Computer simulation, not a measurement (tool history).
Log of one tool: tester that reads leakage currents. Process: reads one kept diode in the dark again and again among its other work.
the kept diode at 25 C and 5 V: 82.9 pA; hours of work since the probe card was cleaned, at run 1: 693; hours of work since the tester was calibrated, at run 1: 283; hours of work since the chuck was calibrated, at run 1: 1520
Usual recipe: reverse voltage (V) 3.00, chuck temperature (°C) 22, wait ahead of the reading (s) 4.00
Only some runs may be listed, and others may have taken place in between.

run,hour,reverse voltage (V),chuck temperature (°C),wait ahead of the reading (s),hours of work since the probe card was cleaned,hours of work since the tester was calibrated,hours of work since the chuck was calibrated,current that the tester gives (pA)
1,0.0,3.00,22,4.00,693,283,1520,49.63
2,19.9,3.00,22,4.00,704,295,1532,49.46
3,57.9,3.00,22,4.00,726,317,1554,49.62
# hour 82.8: chuck's temperature calibrated
4,99.7,3.00,22,4.00,749,340,10,53.96
5,130.1,3.00,22,4.00,767,357,27,54.10
6,163.2,3.00,22,4.00,786,376,46,54.19
7,194.6,3.00,22,0.67,804,394,64,53.82
8,217.5,3.00,22,4.00,817,407,78,53.81
9,237.7,3.00,22,4.00,829,419,89,54.02
10,259.9,3.00,22,4.00,841,432,102,53.78
11,300.8,3.00,22,4.00,865,455,126,53.77
12,329.6,3.00,22,4.25,882,472,142,53.89
13,350.2,3.00,22,4.25,893,484,154,53.83
14,376.8,3.00,22,4.25,909,499,169,53.56
15,411.5,3.00,22,4.25,929,519,189,53.89
16,446.0,3.00,22,4.25,949,539,209,54.00
17,488.1,1.85,22,4.25,973,563,233,43.81
18,528.0,2.20,22,4.00,996,586,256,47.07
19,564.7,3.00,22,4.00,1017,607,278,53.55
20,606.5,2.57,22,4.00,1041,631,302,50.19
21,633.5,2.57,22,0.72,1057,647,317,50.64
22,673.2,2.57,22,0.72,1079,670,340,50.39
23,702.9,3.00,22,7.50,1097,687,357,53.39
24,735.4,7.16,22,0.30,1115,706,376,78.87
# hour 740.6: tester calibrated
25,759.0,7.16,22,0.30,1128,11,388,79.07
26,779.2,7.16,22,0.30,1139,22,400,78.93
27,804.0,7.16,30,1.42,1154,37,414,139.02
28,822.3,10.04,22,1.99,1164,47,425,90.08
29,859.8,1.36,28,6.11,1186,69,446,60.27
# hour 879.3: tester calibrated, once more
30,893.0,2.63,34,4.00,1204,8,464,121.58
31,928.0,8.56,32,4.00,1224,28,485,172.92
32,967.2,2.91,45,1.27,1247,51,507,270.84
33,993.1,18.86,22,4.00,1261,66,522,118.62
34,1015.0,3.00,21,4.00,1274,78,535,49.31
35,1051.7,3.00,21,4.00,1295,99,556,49.05
36,1091.0,14.76,43,4.00,1318,122,578,461.02
37,1128.9,3.58,50,1.14,1340,144,600,407.25
38,1171.5,1.12,53,9.30,1364,168,625,306.72
39,1200.2,3.00,25,4.00,1381,185,641,66.39
40,1240.6,3.85,25,1.71,1404,208,665,73.63

The same runs without the tool's hidden state, with the same run-to-run variation:
Unlogged tool condition in this case: stray current of the dirty probe card, pA a volt; current scale over the true one, %; true chuck temperature over the reading, C; drift of the gauge itself on leakage_pa, %.
run,current that the tester gives (pA)
1,53.48
2,53.31
3,53.52
4,53.43
5,53.60
6,53.72
7,53.39
8,53.40
9,53.63
10,53.41
11,53.44
12,53.58
13,53.55
14,53.31
15,53.67
16,53.81
17,43.90
18,47.13
19,53.47
20,50.25
21,50.72
22,50.51
23,53.46
24,77.89
25,78.04
26,77.91
27,139.40
28,88.22
29,61.26
30,123.83
31,174.23
32,277.08
33,114.03
34,49.64
35,49.40
36,468.60
37,418.19
38,315.90
39,67.51
40,74.67

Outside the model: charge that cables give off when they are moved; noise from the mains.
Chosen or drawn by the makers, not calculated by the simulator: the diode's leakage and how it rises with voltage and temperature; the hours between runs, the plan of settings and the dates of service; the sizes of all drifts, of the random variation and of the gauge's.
